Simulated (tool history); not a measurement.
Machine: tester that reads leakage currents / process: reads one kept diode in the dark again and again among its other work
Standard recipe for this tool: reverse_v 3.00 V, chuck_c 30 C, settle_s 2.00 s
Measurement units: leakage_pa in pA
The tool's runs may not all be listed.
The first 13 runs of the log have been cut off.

| run | day | reverse_v | chuck_c | settle_s | leakage_pa |
|---|---|---|---|---|---|
| 14 | 35.058 | 3.00 | 30 | 2.00 | 30.12 |
| 15 | 37.504 | 3.00 | 30 | 1.11 | 30.64 |
| 16 | 41.621 | 3.00 | 30 | 1.11 | 30.89 |
|  | 42.021 | chuck's temperature calibrated |
| 17 | 45.567 | 3.00 | 30 | 1.11 | 31.17 |
| 18 | 48.583 | 3.00 | 30 | 1.11 | 31.43 |
|  | 51.721 | probe card cleaned and baked |
| 19 | 51.921 | 3.00 | 30 | 3.63 | 24.20 |
| 20 | 55.708 | 3.00 | 30 | 2.00 | 24.57 |
| 21 | 57.646 | 3.00 | 30 | 0.34 | 27.31 |
|  | 58.338 | chuck's temperature calibrated, once more |
| 22 | 61.558 | 3.00 | 30 | 0.34 | 25.70 |
| 23 | 63.733 | 3.00 | 42 | 0.34 | 60.88 |
| 24 | 67.046 | 3.00 | 42 | 0.34 | 61.29 |
| 25 | 70.504 | 3.00 | 42 | 0.34 | 61.50 |
| 26 | 74.071 | 3.00 | 42 | 1.10 | 59.27 |
| 27 | 76.262 | 1.30 | 29 | 0.65 | 15.04 |
| 28 | 78.458 | 2.60 | 33 | 2.00 | 28.07 |
| 29 | 81.804 | 2.19 | 30 | 5.60 | 20.29 |
| 30 | 84.983 | 2.19 | 30 | 5.60 | 20.51 |
| 31 | 89.117 | 2.19 | 30 | 5.60 | 20.63 |
| 32 | 91.962 | 4.39 | 22 | 8.22 | 16.43 |
| 33 | 94.350 | 4.80 | 34 | 1.38 | 42.87 |
| 34 | 96.808 | 6.89 | 38 | 0.72 | 70.90 |
| 35 | 98.892 | 10.05 | 22 | 7.77 | 27.35 |
| 36 | 102.433 | 10.05 | 22 | 7.77 | 27.71 |
| 37 | 105.521 | 10.05 | 22 | 7.77 | 28.19 |
| 38 | 108.662 | 7.49 | 30 | 2.03 | 42.07 |

Run 39, settings as shown, results not yet in. Your forecast:
| 39 | 112.046 | 7.49 | 46 | 2.03 | ? |

For run 39 the tool returned leakage_pa 128.51 pA.
Were there no unlogged condition in the tool, this run, its random variation unchanged, would have produced leakage_pa 117.38 pA.

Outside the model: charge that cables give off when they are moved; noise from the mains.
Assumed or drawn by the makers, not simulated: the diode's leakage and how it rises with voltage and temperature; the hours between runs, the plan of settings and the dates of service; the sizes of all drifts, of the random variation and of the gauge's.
